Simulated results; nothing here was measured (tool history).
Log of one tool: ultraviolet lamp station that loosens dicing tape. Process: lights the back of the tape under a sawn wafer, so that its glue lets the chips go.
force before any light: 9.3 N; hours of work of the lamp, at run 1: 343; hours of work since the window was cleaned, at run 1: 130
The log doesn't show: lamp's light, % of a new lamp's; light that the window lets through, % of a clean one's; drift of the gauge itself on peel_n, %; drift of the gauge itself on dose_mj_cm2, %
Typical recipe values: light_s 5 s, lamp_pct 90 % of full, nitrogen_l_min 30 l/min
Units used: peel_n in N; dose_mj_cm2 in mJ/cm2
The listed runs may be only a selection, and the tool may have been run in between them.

run,hour,light_s,lamp_pct,nitrogen_l_min,hours of work of the lamp,hours of work since the window was cleaned,peel_n,dose_mj_cm2
1,0.0,5,90,30,343,130,1.002,449
2,34.3,5,92,30,367,153,0.980,460
3,55.9,5,92,30,382,168,0.996,455
4,76.0,5,92,30,396,182,0.927,449
5,104.0,5,92,30,415,201,1.029,449
6,142.0,6,90,30,441,227,0.722,525
7,184.1,6,90,30,470,256,0.753,502
8,203.9,7,90,30,483,270,0.510,591
9,232.2,8,90,30,503,289,0.399,666
10,263.4,8,90,59,524,311,0.206,660
11,292.3,5,90,14,544,330,2.157,407
# hour 315.9: window cleaned of glue's vapour
12,317.0,5,90,30,561,1,1.459,375
13,340.7,5,90,30,577,17,1.464,366
14,365.0,5,90,30,594,34,1.513,363
15,382.2,5,90,30,606,46,1.517,361
16,412.6,5,90,30,626,66,1.641,356
17,434.9,5,90,30,642,82,1.585,354
18,475.5,5,90,30,670,110,1.579,347
# hour 496.1: window cleaned of glue's vapour, once more
19,498.5,5,93,54,685,2,0.635,453
20,517.5,8,90,43,698,15,0.244,685
21,536.9,8,97,15,712,28,0.644,737
22,563.9,7,98,34,730,47,0.367,649
23,585.1,5,71,18,745,61,2.405,322
24,606.4,3,90,33,759,76,2.525,249
25,636.5,6,70,46,780,96,1.018,380
26,671.8,6,70,46,804,121,1.031,376
27,703.0,7,90,11,826,142,1.482,565
28,721.2,2,80,16,838,155,5.538,140
29,747.7,8,70,25,856,173,0.967,491
30,770.0,5,87,39,872,188,1.212,372
31,804.3,5,63,15,895,212,3.317,267
32,833.0,9,94,59,915,231,0.175,703
33,851.5,9,94,59,928,244,0.165,701

The logged runs with the hidden state left out (each run's random variation unchanged):
run,peel_n,dose_mj_cm2
1,0.761,508
2,0.721,527
3,0.720,524
4,0.657,523
5,0.713,527
6,0.465,625
7,0.466,609
8,0.293,722
9,0.222,823
10,0.116,826
11,1.466,516
12,0.739,519
13,0.726,513
14,0.740,513
15,0.733,514
16,0.775,513
17,0.738,515
18,0.713,514
19,0.401,538
20,0.150,822
21,0.393,889
22,0.207,791
23,1.772,397
24,1.859,309
25,0.599,477
26,0.585,479
27,0.887,729
28,4.696,182
29,0.502,645
30,0.647,494
31,2.345,359
32,0.094,958
33,0.083,962

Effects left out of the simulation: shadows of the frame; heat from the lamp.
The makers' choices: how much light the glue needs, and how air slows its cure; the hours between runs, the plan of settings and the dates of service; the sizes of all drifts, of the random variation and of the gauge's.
